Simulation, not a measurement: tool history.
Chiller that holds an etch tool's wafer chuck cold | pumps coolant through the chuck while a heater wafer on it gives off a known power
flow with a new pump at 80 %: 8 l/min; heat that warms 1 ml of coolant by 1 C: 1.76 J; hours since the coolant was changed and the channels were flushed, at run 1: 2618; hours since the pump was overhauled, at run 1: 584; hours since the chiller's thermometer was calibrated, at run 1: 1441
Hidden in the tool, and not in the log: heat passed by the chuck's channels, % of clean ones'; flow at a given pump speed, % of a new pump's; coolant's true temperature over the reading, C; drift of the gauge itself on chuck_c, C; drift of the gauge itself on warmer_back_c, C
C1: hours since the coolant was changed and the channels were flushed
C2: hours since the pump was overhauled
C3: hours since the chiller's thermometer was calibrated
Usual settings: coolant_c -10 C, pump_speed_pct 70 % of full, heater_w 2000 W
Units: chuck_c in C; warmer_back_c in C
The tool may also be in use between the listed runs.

{"run": 1, "hour": 0.0, "coolant_c": -10, "pump_speed_pct": 70, "heater_w": 2000, "C1": 2618, "C2": 584, "C3": 1441, "chuck_c": 18.1, "warmer_back_c": 9.97}
{"run": 2, "hour": 28.9, "coolant_c": -10, "pump_speed_pct": 70, "heater_w": 2000, "C1": 2647, "C2": 613, "C3": 1470, "chuck_c": 18.3, "warmer_back_c": 9.9}
{"run": 3, "hour": 68.4, "coolant_c": -10, "pump_speed_pct": 70, "heater_w": 2000, "C1": 2687, "C2": 652, "C3": 1510, "chuck_c": 18.2, "warmer_back_c": 9.97}
{"run": 4, "hour": 94.4, "coolant_c": -10, "pump_speed_pct": 70, "heater_w": 2000, "C1": 2713, "C2": 678, "C3": 1536, "chuck_c": 18.5, "warmer_back_c": 10}
{"run": 5, "hour": 120.4, "coolant_c": -10, "pump_speed_pct": 70, "heater_w": 2000, "C1": 2739, "C2": 704, "C3": 1562, "chuck_c": 18.5, "warmer_back_c": 9.99}
{"run": 6, "hour": 155.1, "coolant_c": -10, "pump_speed_pct": 70, "heater_w": 2000, "C1": 2773, "C2": 739, "C3": 1596, "chuck_c": 18.5, "warmer_back_c": 10.02}
{"run": 7, "hour": 185.5, "coolant_c": -10, "pump_speed_pct": 70, "heater_w": 2000, "C1": 2804, "C2": 769, "C3": 1627, "chuck_c": 18.7, "warmer_back_c": 10.01}
{"run": 8, "hour": 212.3, "coolant_c": -10, "pump_speed_pct": 70, "heater_w": 2000, "C1": 2831, "C2": 796, "C3": 1653, "chuck_c": 18.5, "warmer_back_c": 10.05}
{"run": 9, "hour": 251.5, "coolant_c": -10, "pump_speed_pct": 60, "heater_w": 2000, "C1": 2870, "C2": 835, "C3": 1693, "chuck_c": 21.9, "warmer_back_c": 11.63}
{"run": 10, "hour": 287.4, "coolant_c": -10, "pump_speed_pct": 60, "heater_w": 2000, "C1": 2906, "C2": 871, "C3": 1728, "chuck_c": 21.9, "warmer_back_c": 11.65}
{"hour": 290.9, "done": "chiller's thermometer calibrated"}
{"run": 11, "hour": 322.6, "coolant_c": -10, "pump_speed_pct": 70, "heater_w": 2000, "C1": 2940, "C2": 906, "C3": 32, "chuck_c": 18.9, "warmer_back_c": 10.02}
{"run": 12, "hour": 345.0, "coolant_c": -10, "pump_speed_pct": 70, "heater_w": 2000, "C1": 2962, "C2": 928, "C3": 54, "chuck_c": 18.9, "warmer_back_c": 9.99}
{"run": 13, "hour": 389.3, "coolant_c": -10, "pump_speed_pct": 70, "heater_w": 2000, "C1": 3007, "C2": 972, "C3": 98, "chuck_c": 19, "warmer_back_c": 10.09}
{"hour": 431.8, "done": "chiller's thermometer calibrated, once more"}
{"run": 14, "hour": 434.7, "coolant_c": -10, "pump_speed_pct": 70, "heater_w": 2000, "C1": 3051, "C2": 1017, "C3": 3, "chuck_c": 18.7, "warmer_back_c": 10.05}
{"run": 15, "hour": 475.6, "coolant_c": -10, "pump_speed_pct": 70, "heater_w": 1527, "C1": 3092, "C2": 1058, "C3": 44, "chuck_c": 12.3, "warmer_back_c": 7.72}
{"run": 16, "hour": 518.3, "coolant_c": -10, "pump_speed_pct": 70, "heater_w": 2000, "C1": 3135, "C2": 1100, "C3": 86, "chuck_c": 19.1, "warmer_back_c": 10.01}
{"run": 17, "hour": 557.0, "coolant_c": 0, "pump_speed_pct": 72, "heater_w": 2000, "C1": 3173, "C2": 1139, "C3": 125, "chuck_c": 28.7, "warmer_back_c": 9.84}
{"run": 18, "hour": 590.9, "coolant_c": 0, "pump_speed_pct": 72, "heater_w": 2000, "C1": 3207, "C2": 1173, "C3": 159, "chuck_c": 28.7, "warmer_back_c": 9.69}
{"run": 19, "hour": 619.7, "coolant_c": -18, "pump_speed_pct": 63, "heater_w": 2107, "C1": 3236, "C2": 1202, "C3": 188, "chuck_c": 15.1, "warmer_back_c": 11.82}
{"run": 20, "hour": 648.6, "coolant_c": -6, "pump_speed_pct": 82, "heater_w": 1241, "C1": 3265, "C2": 1231, "C3": 217, "chuck_c": 10.4, "warmer_back_c": 5.42}
{"run": 21, "hour": 686.9, "coolant_c": -7, "pump_speed_pct": 67, "heater_w": 1048, "C1": 3303, "C2": 1269, "C3": 255, "chuck_c": 9, "warmer_back_c": 5.54}
{"run": 22, "hour": 712.0, "coolant_c": -7, "pump_speed_pct": 67, "heater_w": 1048, "C1": 3328, "C2": 1294, "C3": 280, "chuck_c": 9, "warmer_back_c": 5.5}
{"run": 23, "hour": 733.4, "coolant_c": -5, "pump_speed_pct": 88, "heater_w": 2000, "C1": 3350, "C2": 1315, "C3": 302, "chuck_c": 20.4, "warmer_back_c": 8.06}
{"run": 24, "hour": 764.5, "coolant_c": -5, "pump_speed_pct": 88, "heater_w": 2000, "C1": 3381, "C2": 1346, "C3": 333, "chuck_c": 20.6, "warmer_back_c": 8.1}
{"run": 25, "hour": 804.0, "coolant_c": -5, "pump_speed_pct": 72, "heater_w": 1293, "C1": 3420, "C2": 1386, "C3": 372, "chuck_c": 13.9, "warmer_back_c": 6.28}
{"run": 26, "hour": 840.5, "coolant_c": -15, "pump_speed_pct": 64, "heater_w": 1634, "C1": 3457, "C2": 1422, "C3": 409, "chuck_c": 10.8, "warmer_back_c": 9.04}
{"run": 27, "hour": 871.2, "coolant_c": -15, "pump_speed_pct": 64, "heater_w": 1634, "C1": 3488, "C2": 1453, "C3": 439, "chuck_c": 11, "warmer_back_c": 9.07}
{"run": 28, "hour": 904.9, "coolant_c": -11, "pump_speed_pct": 98, "heater_w": 1784, "C1": 3521, "C2": 1487, "C3": 473, "chuck_c": 10.5, "warmer_back_c": 6.51}
{"run": 29, "hour": 943.5, "coolant_c": -10, "pump_speed_pct": 66, "heater_w": 1331, "C1": 3560, "C2": 1526, "C3": 512, "chuck_c": 10.8, "warmer_back_c": 7.1}
{"run": 30, "hour": 967.6, "coolant_c": -10, "pump_speed_pct": 66, "heater_w": 1331, "C1": 3584, "C2": 1550, "C3": 536, "chuck_c": 11, "warmer_back_c": 7.14}
{"run": 31, "hour": 986.6, "coolant_c": -1, "pump_speed_pct": 81, "heater_w": 2119, "C1": 3603, "C2": 1569, "C3": 555, "chuck_c": 28, "warmer_back_c": 9.35}
{"run": 32, "hour": 1026.6, "coolant_c": -11, "pump_speed_pct": 70, "heater_w": 1884, "C1": 3643, "C2": 1609, "C3": 595, "chuck_c": 17.4, "warmer_back_c": 9.52}

Hidden state or all else? Some run-to-run changes of chuck_c, split into what the settings, what came in and random variation would give without the hidden state, and what is left for the hidden state (with any gauge scatter that isn't in both results):
Run 18 -> 19: coolant_c 0 -> -18, pump_speed_pct 72 -> 63, heater_w 2000 -> 2107. chuck_c -13.6 C: hidden state +0.8, all else -14.4.
Run 19 -> 20: coolant_c -18 -> -6, pump_speed_pct 63 -> 82, heater_w 2107 -> 1241. chuck_c -4.7 C: hidden state -2.8, all else -1.9.
Run 22 -> 23: coolant_c -7 -> -5, pump_speed_pct 67 -> 88, heater_w 1048 -> 2000. chuck_c +11.4 C: hidden state +1.7, all else +9.7.
Run 30 -> 31: coolant_c -10 -> -1, pump_speed_pct 66 -> 81, heater_w 1331 -> 2119. chuck_c +17 C: hidden state +1.7, all else +15.3.
